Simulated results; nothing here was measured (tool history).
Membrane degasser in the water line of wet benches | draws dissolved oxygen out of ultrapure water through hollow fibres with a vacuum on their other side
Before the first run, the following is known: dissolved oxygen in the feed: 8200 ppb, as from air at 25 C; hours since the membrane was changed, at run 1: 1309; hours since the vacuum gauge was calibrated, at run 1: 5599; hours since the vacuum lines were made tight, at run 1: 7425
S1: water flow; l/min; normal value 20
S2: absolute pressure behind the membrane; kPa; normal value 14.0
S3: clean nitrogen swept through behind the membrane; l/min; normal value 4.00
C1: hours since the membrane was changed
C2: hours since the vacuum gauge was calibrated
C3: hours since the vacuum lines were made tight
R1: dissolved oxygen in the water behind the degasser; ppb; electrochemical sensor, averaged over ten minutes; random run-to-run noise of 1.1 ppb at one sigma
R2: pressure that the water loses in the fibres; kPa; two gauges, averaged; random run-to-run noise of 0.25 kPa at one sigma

run    hour  S1    S2     S3    C1    C2     C3     R1      R2
  1     0.0  20  14.0   4.00  1309  5599   7425  145.5   67.70
  2   143.8  20  14.0   4.00  1452  5743   7569  141.7   67.54
  3   278.9  13  14.0   4.00  1587  5878   7704   92.0   43.99
  4   391.0  13  16.5   4.00  1700  5990   7816  113.0   44.01
  5   518.5  13  16.5   2.35  1827  6118   7944  186.7   44.16
  6   612.8  21  16.5   2.35  1921  6212   8038  294.7   71.03
  7   756.5  21  16.5   4.22  2065  6356   8182  173.1   71.38
  8   815.1  21  16.5   4.22  2124  6414   8240  176.8   71.29
  9   944.2  21  16.5   4.22  2253  6543   8369  177.6   71.12
      958.2  -- vacuum gauge calibrated
 10  1016.4  21  16.5   4.22  2324    58   8441  175.8   70.97
 11  1084.5  20  21.3   4.00  2393   126   8509  234.1   67.81
 12  1161.2  20  14.0   4.00  2469   203   8586  147.5   68.20
 13  1238.3  20  14.0   4.00  2546   280   8663  149.4   68.44
 14  1376.2  20  14.0   4.00  2684   418   8801  147.7   67.89
 15  1458.7  20  14.0   4.00  2767   501   8883  148.6   68.00
 16  1537.3  20  14.0   4.00  2845   579   8962  147.9   68.24
 17  1604.0  20  14.0   4.00  2912   646   9029  147.2   68.15
     1653.7  -- vacuum gauge calibrated, once more
 18  1665.2  20  14.0   4.00  2973    12   9090  140.8   68.70
 19  1798.9  29  14.0  10.20  3106   145   9223  118.8   98.48
 20  1874.9  28  10.5   2.12  3182   221   9299  255.6   95.26
 21  1950.2  19  15.2   1.69  3258   297   9375  320.7   64.63
 22  2081.5  19  15.2   1.69  3389   428   9506  322.7   64.54
 23  2219.1  19  15.2   1.69  3527   565   9643  325.8   64.55
 24  2335.5  19  15.2   1.69  3643   682   9760  324.9   65.16
 25  2455.9  21  26.4   4.51  3764   802   9880  272.9   71.47
 26  2589.9  21   8.6   3.41  3897   936  10014   93.0   71.78
 27  2675.2  21   8.6   3.41  3983  1022  10099   91.6   71.23
 28  2805.3  23   9.8   4.00  4113  1152  10230  110.1   78.57
 29  2899.3  23   9.8   4.00  4207  1246  10324  108.9   78.97
 30  3037.2  30  31.3   2.88  4345  1384  10461  709.0  102.82
 31  3125.9  30  31.3   2.88  4434  1472  10550  698.2  102.36
 32  3209.6  13  22.6   5.45  4517  1556  10634  122.5   44.71

Results for each run, recomputed without the tool's hidden state and with each run's random variation untouched:
What the log doesn't record here: membrane still open, %; true pressure behind the membrane over the reading, kPa; air that leaks in behind the membrane, l/min; drift of the gauge itself on oxygen_ppb, %; drift of the gauge itself on loss_of_pressure_kpa, %.
run     R1      R2
  1  139.2   67.41
  2  135.4   67.21
  3   86.3   43.75
  4  106.3   43.76
  5  176.0   43.89
  6  282.9   70.56
  7  165.4   70.87
  8  168.9   70.76
  9  169.5   70.55
 10  166.5   70.38
 11  222.7   67.23
 12  138.6   67.61
 13  140.3   67.82
 14  138.6   67.24
 15  139.3   67.33
 16  138.6   67.54
 17  137.8   67.44
 18  136.2   67.97
 19  114.6   97.38
 20  249.8   94.17
 21  311.4   63.86
 22  313.1   63.75
 23  315.8   63.73
 24  314.6   64.29
 25  263.1   70.49
 26   89.0   70.76
 27   87.6   70.20
 28  105.4   77.39
 29  104.0   77.77
 30  690.7  101.19
 31  679.9  100.71
 32  114.8   43.98

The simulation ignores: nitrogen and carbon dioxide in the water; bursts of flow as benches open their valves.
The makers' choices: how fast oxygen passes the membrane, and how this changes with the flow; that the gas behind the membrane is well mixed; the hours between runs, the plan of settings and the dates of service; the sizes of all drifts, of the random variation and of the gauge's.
